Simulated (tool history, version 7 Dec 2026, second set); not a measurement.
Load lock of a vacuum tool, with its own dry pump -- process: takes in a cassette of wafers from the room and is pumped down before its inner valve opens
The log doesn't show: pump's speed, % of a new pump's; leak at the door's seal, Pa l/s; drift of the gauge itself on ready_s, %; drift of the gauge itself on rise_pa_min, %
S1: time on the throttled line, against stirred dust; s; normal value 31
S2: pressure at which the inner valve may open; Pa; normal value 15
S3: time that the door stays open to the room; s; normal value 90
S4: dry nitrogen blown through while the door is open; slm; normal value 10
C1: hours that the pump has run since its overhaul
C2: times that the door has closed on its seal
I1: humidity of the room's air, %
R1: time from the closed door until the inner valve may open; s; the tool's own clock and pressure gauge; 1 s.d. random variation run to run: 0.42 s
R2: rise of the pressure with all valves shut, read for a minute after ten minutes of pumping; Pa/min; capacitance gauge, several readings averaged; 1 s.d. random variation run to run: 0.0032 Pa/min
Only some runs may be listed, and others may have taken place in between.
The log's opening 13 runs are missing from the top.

run 14 hour=1327.2 | S1=29 S2=15 S3=90 S4=10 | C1=2394 C2=9077 | I1=45.3 | R1=45.9 R2=0.157
run 15 hour=1414.8 | S1=31 S2=15 S3=90 S4=6 | C1=2482 C2=9225 | I1=46.1 | R1=48.6 R2=0.170
run 16 hour=1514.1 | S1=31 S2=15 S3=90 S4=6 | C1=2581 C2=9393 | I1=42.0 | R1=47.7 R2=0.156
run 17 hour=1591.0 | S1=31 S2=15 S3=90 S4=10 | C1=2658 C2=9522 | I1=47.4 | R1=48.1 R2=0.166
run 18 hour=1668.2 | S1=31 S2=15 S3=90 S4=10 | C1=2735 C2=9652 | I1=41.3 | R1=48.5 R2=0.153
run 19 hour=1746.1 | S1=31 S2=15 S3=90 S4=10 | C1=2813 C2=9783 | I1=47.0 | R1=48.4 R2=0.163
run 20 hour=1816.3 | S1=31 S2=15 S3=90 S4=19 | C1=2883 C2=9902 | I1=47.6 | R1=47.9 R2=0.144
run 21 hour=1942.0 | S1=37 S2=29 S3=95 S4=10 | C1=3009 C2=10114 | I1=47.2 | R1=51.8 R2=0.169

Run 22, settings as shown, results not yet in. Your forecast:
run 22 hour=2070.7 | S1=37 S2=29 S3=95 S4=10 | C1=3138 C2=10331 | I1=46.1 | R1=? R2=?

{"run 22": {"R1": 52.7, "R2": 0.172}}
Had the tool carried no hidden state, the very same run would have given R1 52.2 s, R2 0.121 Pa/min.

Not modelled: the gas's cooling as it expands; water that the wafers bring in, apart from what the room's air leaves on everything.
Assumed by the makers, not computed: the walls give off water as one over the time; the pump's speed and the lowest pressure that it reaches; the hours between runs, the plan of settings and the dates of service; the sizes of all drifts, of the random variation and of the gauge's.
